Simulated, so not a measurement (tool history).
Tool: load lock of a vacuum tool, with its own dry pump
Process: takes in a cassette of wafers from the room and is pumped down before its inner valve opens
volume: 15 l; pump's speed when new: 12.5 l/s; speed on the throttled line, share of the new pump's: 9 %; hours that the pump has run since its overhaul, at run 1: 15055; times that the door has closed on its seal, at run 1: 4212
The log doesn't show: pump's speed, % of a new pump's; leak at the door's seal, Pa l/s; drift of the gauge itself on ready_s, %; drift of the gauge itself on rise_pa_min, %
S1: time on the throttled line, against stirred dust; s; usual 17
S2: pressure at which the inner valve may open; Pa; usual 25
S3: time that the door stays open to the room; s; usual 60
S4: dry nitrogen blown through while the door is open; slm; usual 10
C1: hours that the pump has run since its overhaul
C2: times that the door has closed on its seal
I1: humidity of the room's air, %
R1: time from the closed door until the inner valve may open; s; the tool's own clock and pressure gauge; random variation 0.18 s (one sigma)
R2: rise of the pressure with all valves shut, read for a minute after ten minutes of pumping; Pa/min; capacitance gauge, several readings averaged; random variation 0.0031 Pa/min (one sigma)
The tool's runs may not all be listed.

run	hour	S1	S2	S3	S4	C1	C2	I1	R1	R2
1	0.0	17	25	60	10	15055	4212	43.7	26.7	0.074
2	434.2	17	25	60	10	15489	5417	43.4	26.4	0.070
3	738.4	17	25	60	38	15794	6261	42.5	26.9	0.052
4	1197.7	17	25	60	38	16253	7536	44.8	26.8	0.052
5	1705.7	17	25	60	38	16761	8946	42.0	26.6	0.052
6	2024.0	17	25	60	38	17079	9829	41.6	27.1	0.062
7	2537.2	17	19	60	10	17592	11254	45.9	27.2	0.094
8	2817.3	17	31	60	10	17873	12031	44.1	26.8	0.098
9	3152.1	17	31	60	10	18207	12960	43.5	26.7	0.092
10	3583.1	17	25	60	10	18638	14157	48.0	26.8	0.103
11	4017.0	17	25	60	10	19072	15361	45.4	27.0	0.108
12	4444.1	17	25	60	10	19499	16546	45.4	26.8	0.106
13	4864.2	17	25	60	10	19919	17712	49.7	27.0	0.119
14	5121.4	17	25	60	10	20177	18426	39.2	27.2	0.110
15	5471.4	17	25	60	10	20527	19398	44.8	27.4	0.121
16	5787.9	17	25	60	10	20843	20276	45.9	27.3	0.121
17	6138.3	17	25	60	10	21194	21249	41.8	27.2	0.119
18	6631.3	17	25	60	10	21687	22617	42.5	27.3	0.128
19	6883.5	17	25	60	10	21939	23317	45.0	27.4	0.134
20	7187.7	17	24	60	11	22243	24161	41.6	27.3	0.136
21	7457.8	17	24	60	11	22513	24911	48.4	27.5	0.145
22	7893.5	31	34	163	12	22949	26120	49.5	39.4	0.205
# hour 7944.2: dry pump taken out, an overhauled one fitted
23	8285.2	31	34	163	12	341	27191	44.8	37.8	0.207
24	8631.7	17	25	114	25	687	28152	42.6	25.8	0.163
25	9078.3	17	25	114	25	1134	29392	45.7	25.7	0.176
26	9286.2	17	25	114	25	1342	29969	44.9	25.6	0.175
27	9678.7	17	25	114	25	1734	31058	41.3	25.3	0.177
28	10099.5	24	37	60	4	2155	32226	46.3	31.5	0.186
29	10562.1	21	28	87	12	2618	33510	45.4	29.4	0.201
30	11010.5	21	28	87	12	3066	34755	45.1	29.0	0.216
31	11440.7	21	28	87	41	3497	35949	41.9	29.5	0.187
32	11951.3	8	46	64	25	4007	37366	44.9	16.7	0.199
33	12434.1	15	20	60	29	4490	38706	45.9	24.3	0.204
34	12881.9	12	20	68	29	4938	39949	42.7	21.5	0.216
35	13143.2	10	25	60	19	5199	40674	43.8	19.7	0.216
36	13528.7	17	30	185	10	5585	41744	42.4	25.6	0.301
37	14013.4	17	30	185	10	6069	43089	44.5	25.5	0.313

The same runs without the tool's hidden state, with the same run-to-run variation:
run	R1	R2
1	25.5	0.069
2	25.2	0.062
3	25.7	0.042
4	25.5	0.039
5	25.3	0.035
6	25.7	0.042
7	25.6	0.069
8	25.4	0.071
9	25.3	0.062
10	25.3	0.069
11	25.4	0.069
12	25.2	0.064
13	25.4	0.073
14	25.5	0.060
15	25.6	0.068
16	25.5	0.065
17	25.4	0.059
18	25.5	0.063
19	25.5	0.065
20	25.4	0.063
21	25.5	0.068
22	37.8	0.122
23	37.8	0.118
24	25.8	0.069
25	25.7	0.074
26	25.5	0.072
27	25.3	0.069
28	31.4	0.072
29	29.3	0.079
30	28.9	0.087
31	29.3	0.048
32	16.4	0.052
33	24.0	0.052
34	21.2	0.054
35	19.4	0.049
36	25.3	0.127
37	25.2	0.127
